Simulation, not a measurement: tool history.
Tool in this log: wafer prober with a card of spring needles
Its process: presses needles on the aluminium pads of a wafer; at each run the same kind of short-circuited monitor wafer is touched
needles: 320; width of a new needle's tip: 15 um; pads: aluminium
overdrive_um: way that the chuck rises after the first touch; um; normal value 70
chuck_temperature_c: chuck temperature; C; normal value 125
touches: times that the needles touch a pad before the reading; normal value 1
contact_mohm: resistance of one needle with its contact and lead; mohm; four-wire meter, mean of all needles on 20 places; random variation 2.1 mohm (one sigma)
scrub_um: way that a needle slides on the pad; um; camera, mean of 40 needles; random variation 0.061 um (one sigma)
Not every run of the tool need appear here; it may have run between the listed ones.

run	day	overdrive_um	chuck_temperature_c	touches	contact_mohm	scrub_um
1	0.000	70	125	1	283	18.16
# day 0.058: tips cleaned on abrasive film
# day 0.333: tips cleaned on abrasive film
# day 0.662: tips cleaned on abrasive film
2	0.754	51	125	1	273	13.06
# day 0.962: tips cleaned on abrasive film
# day 1.300: tips cleaned on abrasive film
3	1.533	51	125	1	311	13.16
# day 1.600: tips cleaned on abrasive film
# day 1.896: tips cleaned on abrasive film
# day 2.192: tips cleaned on abrasive film
4	2.200	51	125	1	252	13.03
# day 2.500: tips cleaned on abrasive film
# day 2.788: tips cleaned on abrasive film
5	2.817	51	125	1	265	13.08
# day 3.100: tips cleaned on abrasive film
# day 3.400: tips cleaned on abrasive film
6	3.500	51	125	1	287	13.02
# day 3.671: tips cleaned on abrasive film
# day 3.946: tips cleaned on abrasive film
7	4.146	51	125	1	317	12.87
# day 4.271: tips cleaned on abrasive film
# day 4.558: tips cleaned on abrasive film
# day 4.871: tips cleaned on abrasive film
8	5.029	51	125	1	300	12.98
# day 5.167: tips cleaned on abrasive film
# day 5.462: tips cleaned on abrasive film
# day 5.758: tips cleaned on abrasive film
9	5.912	51	125	1	300	12.94
# day 6.038: tips cleaned on abrasive film
# day 6.338: tips cleaned on abrasive film
# day 6.633: tips cleaned on abrasive film
10	6.812	70	125	2	257	17.92
# day 6.938: tips cleaned on abrasive film
# day 7.246: tips cleaned on abrasive film
# day 7.538: tips cleaned on abrasive film
11	7.762	70	125	2	261	17.93
# day 7.833: tips cleaned on abrasive film
# day 8.167: tips cleaned on abrasive film
12	8.404	70	125	2	268	17.85
# day 8.475: tips cleaned on abrasive film
# day 8.812: tips cleaned on abrasive film
13	9.008	71	125	1	278	18.16
# day 9.142: tips cleaned on abrasive film
# day 9.462: tips cleaned on abrasive film
14	9.683	71	125	1	279	18.03
# day 9.754: tips cleaned on abrasive film
# day 10.083: tips cleaned on abrasive film
# day 10.383: tips cleaned on abrasive film
15	10.558	71	125	1	281	17.92
# day 10.696: tips cleaned on abrasive film
# day 11.000: tips cleaned on abrasive film
16	11.150	59	125	1	286	14.79
# day 11.338: tips cleaned on abrasive film
# day 11.633: tips cleaned on abrasive film
17	11.696	62	47	1	251	15.66
# day 11.917: tips cleaned on abrasive film
# day 12.242: tips cleaned on abrasive film
# day 12.525: tips cleaned on abrasive film
18	12.525	89	74	2	229	22.79
# day 12.804: tips cleaned on abrasive film
# day 13.121: tips cleaned on abrasive film
19	13.146	63	125	1	253	15.72
# day 13.429: tips cleaned on abrasive film
# day 13.442: height of the first contact set anew
# day 13.767: tips cleaned on abrasive film
# day 14.079: tips cleaned on abrasive film
20	14.112	63	125	1	248	16.56
# day 14.375: tips cleaned on abrasive film
# day 14.683: tips cleaned on abrasive film
# day 14.983: tips cleaned on abrasive film
21	14.992	63	125	1	251	16.57
# day 15.312: tips cleaned on abrasive film
22	15.479	88	29	2	233	23.23
# day 15.621: tips cleaned on abrasive film
# day 15.950: tips cleaned on abrasive film
23	16.046	88	29	2	223	23.31
# day 16.250: tips cleaned on abrasive film
# day 16.554: tips cleaned on abrasive film
24	16.679	79	125	2	249	20.76
# day 16.846: tips cleaned on abrasive film
# day 17.158: tips cleaned on abrasive film
# day 17.471: tips cleaned on abrasive film
25	17.600	82	125	1	265	21.55

Run 26 has not been measured yet. What should we expect?
# day 17.808: tips cleaned on abrasive film
# day 18.117: tips cleaned on abrasive film
# day 18.408: tips cleaned on abrasive film
26	18.462	74	46	1	?	?

Run 26 gave contact_mohm 238 mohm, scrub_um 19.36 um.
Without the tool's hidden state the same run would have given contact_mohm 218 mohm, scrub_um 19.56 um.

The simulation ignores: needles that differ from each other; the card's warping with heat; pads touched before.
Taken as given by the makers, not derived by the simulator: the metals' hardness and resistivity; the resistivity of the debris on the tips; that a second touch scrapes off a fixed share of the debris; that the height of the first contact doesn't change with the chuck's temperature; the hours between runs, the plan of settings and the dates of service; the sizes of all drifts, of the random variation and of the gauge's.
